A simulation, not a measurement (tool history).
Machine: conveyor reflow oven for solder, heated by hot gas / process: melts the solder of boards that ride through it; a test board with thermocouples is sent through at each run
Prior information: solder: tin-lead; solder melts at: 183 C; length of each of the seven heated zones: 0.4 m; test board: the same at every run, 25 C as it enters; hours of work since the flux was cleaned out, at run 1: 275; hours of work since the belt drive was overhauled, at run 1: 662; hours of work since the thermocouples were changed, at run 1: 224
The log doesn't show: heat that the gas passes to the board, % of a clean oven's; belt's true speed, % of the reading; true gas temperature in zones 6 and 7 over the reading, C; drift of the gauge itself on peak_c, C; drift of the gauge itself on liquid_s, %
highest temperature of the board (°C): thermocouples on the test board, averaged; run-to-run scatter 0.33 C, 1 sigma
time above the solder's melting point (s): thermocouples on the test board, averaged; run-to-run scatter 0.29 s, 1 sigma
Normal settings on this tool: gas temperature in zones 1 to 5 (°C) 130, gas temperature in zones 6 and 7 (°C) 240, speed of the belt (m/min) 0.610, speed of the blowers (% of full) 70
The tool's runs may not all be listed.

| run | hour | gas temperature in zones 1 to 5 (°C) | gas temperature in zones 6 and 7 (°C) | speed of the belt (m/min) | speed of the blowers (% of full) | hours of work since the flux was cleaned out | hours of work since the belt drive was overhauled | hours of work since the thermocouples were changed | highest temperature of the board (°C) | time above the solder's melting point (s) |
|---|---|---|---|---|---|---|---|---|---|---|
| 1 | 0.0 | 130 | 240 | 0.610 | 70 | 275 | 662 | 224 | 221.4 | 60.4 |
| 2 | 17.6 | 130 | 240 | 0.610 | 70 | 284 | 671 | 233 | 221.6 | 60.1 |
|  | 29.5 | flux residue cleaned out of gas plates and filters |
| 3 | 54.4 | 130 | 240 | 0.610 | 68 | 13 | 688 | 250 | 223.6 | 61.8 |
| 4 | 90.9 | 130 | 240 | 0.610 | 68 | 32 | 707 | 269 | 223.1 | 61.6 |
| 5 | 120.7 | 130 | 240 | 0.610 | 86 | 48 | 723 | 285 | 228.1 | 65.9 |
| 6 | 138.2 | 130 | 240 | 0.610 | 70 | 57 | 732 | 294 | 223.2 | 62.2 |
| 7 | 167.1 | 130 | 240 | 0.610 | 70 | 72 | 747 | 309 | 223.5 | 62.6 |
| 8 | 196.8 | 130 | 240 | 0.610 | 70 | 88 | 763 | 325 | 223.9 | 62.1 |
| 9 | 228.4 | 130 | 240 | 0.610 | 70 | 105 | 779 | 341 | 223.4 | 62.1 |
| 10 | 249.7 | 130 | 240 | 0.610 | 70 | 116 | 791 | 353 | 223.5 | 62.2 |
| 11 | 278.7 | 130 | 240 | 0.610 | 70 | 131 | 806 | 368 | 223.9 | 62.3 |
| 12 | 304.8 | 130 | 240 | 0.610 | 70 | 145 | 820 | 382 | 223.4 | 62.2 |
|  | 316.4 | belt drive overhauled, speed set with a stopwatch |
| 13 | 325.7 | 130 | 240 | 0.660 | 70 | 154 | 5 | 391 | 219.1 | 53.1 |
| 14 | 344.2 | 121 | 240 | 0.610 | 70 | 163 | 15 | 400 | 220.6 | 55.4 |
| 15 | 370.1 | 121 | 240 | 0.610 | 70 | 177 | 28 | 414 | 220.5 | 55.8 |
| 16 | 389.4 | 121 | 240 | 0.610 | 70 | 187 | 38 | 424 | 220.9 | 55.7 |
| 17 | 410.7 | 130 | 245 | 0.664 | 70 | 198 | 50 | 435 | 222.5 | 54.7 |
| 18 | 436.9 | 134 | 254 | 0.725 | 51 | 212 | 63 | 449 | 217.8 | 46.8 |
| 19 | 459.3 | 138 | 251 | 0.638 | 52 | 224 | 75 | 461 | 223.9 | 60.1 |
| 20 | 486.4 | 138 | 251 | 0.638 | 56 | 238 | 89 | 475 | 225.8 | 61.0 |
| 21 | 505.7 | 135 | 250 | 0.664 | 65 | 248 | 100 | 485 | 225.8 | 58.8 |
| 22 | 536.0 | 135 | 250 | 0.664 | 65 | 264 | 116 | 501 | 226.2 | 58.5 |
| 23 | 568.1 | 130 | 236 | 0.510 | 70 | 281 | 132 | 518 | 223.8 | 74.2 |
|  | 586.1 | flux residue cleaned out of gas plates and filters |
| 24 | 607.4 | 130 | 236 | 0.510 | 70 | 11 | 150 | 536 | 225.8 | 76.0 |
| 25 | 628.3 | 141 | 244 | 0.510 | 70 | 22 | 161 | 547 | 234.8 | 85.5 |
| 26 | 650.1 | 141 | 244 | 0.510 | 70 | 34 | 173 | 559 | 234.6 | 85.3 |
| 27 | 678.1 | 130 | 237 | 0.610 | 88 | 48 | 188 | 573 | 227.0 | 63.6 |
| 28 | 699.1 | 143 | 240 | 0.703 | 70 | 59 | 199 | 584 | 221.0 | 55.0 |
| 29 | 731.4 | 143 | 240 | 0.703 | 70 | 76 | 216 | 601 | 221.7 | 54.8 |
| 30 | 764.9 | 122 | 240 | 0.703 | 66 | 94 | 233 | 619 | 214.6 | 43.8 |

Each row is a separate what-if for the run after 30, all from the same tool condition, not one after another. Results?
| A | 790.3 | 130 | 231 | 0.610 | 70 | 107 | 247 | 632 | ? | ? |
| B | 790.3 | 130 | 249 | 0.610 | 70 | 107 | 247 | 632 | ? | ? |
| C | 790.3 | 122 | 231 | 0.544 | 74 | 107 | 247 | 632 | ? | ? |
| D | 790.3 | 122 | 233 | 0.703 | 66 | 107 | 247 | 632 | ? | ? |
| E | 790.3 | 130 | 251 | 0.618 | 89 | 107 | 247 | 632 | ? | ? |

| run | highest temperature of the board (°C) | time above the solder's melting point (s) |
|---|---|---|
| A | 215.3 | 55.7 |
| B | 232.0 | 66.0 |
| C | 219.4 | 64.2 |
| D | 209.3 | 39.4 |
| E | 238.6 | 69.0 |
The same runs, with their run-to-run variation unchanged, on a tool lacking any hidden condition would have given:
| run | highest temperature of the board (°C) | time above the solder's melting point (s) |
|---|---|---|
| A | 214.3 | 54.7 |
| B | 231.0 | 65.1 |
| C | 218.3 | 63.2 |
| D | 208.6 | 38.6 |
| E | 237.6 | 68.2 |
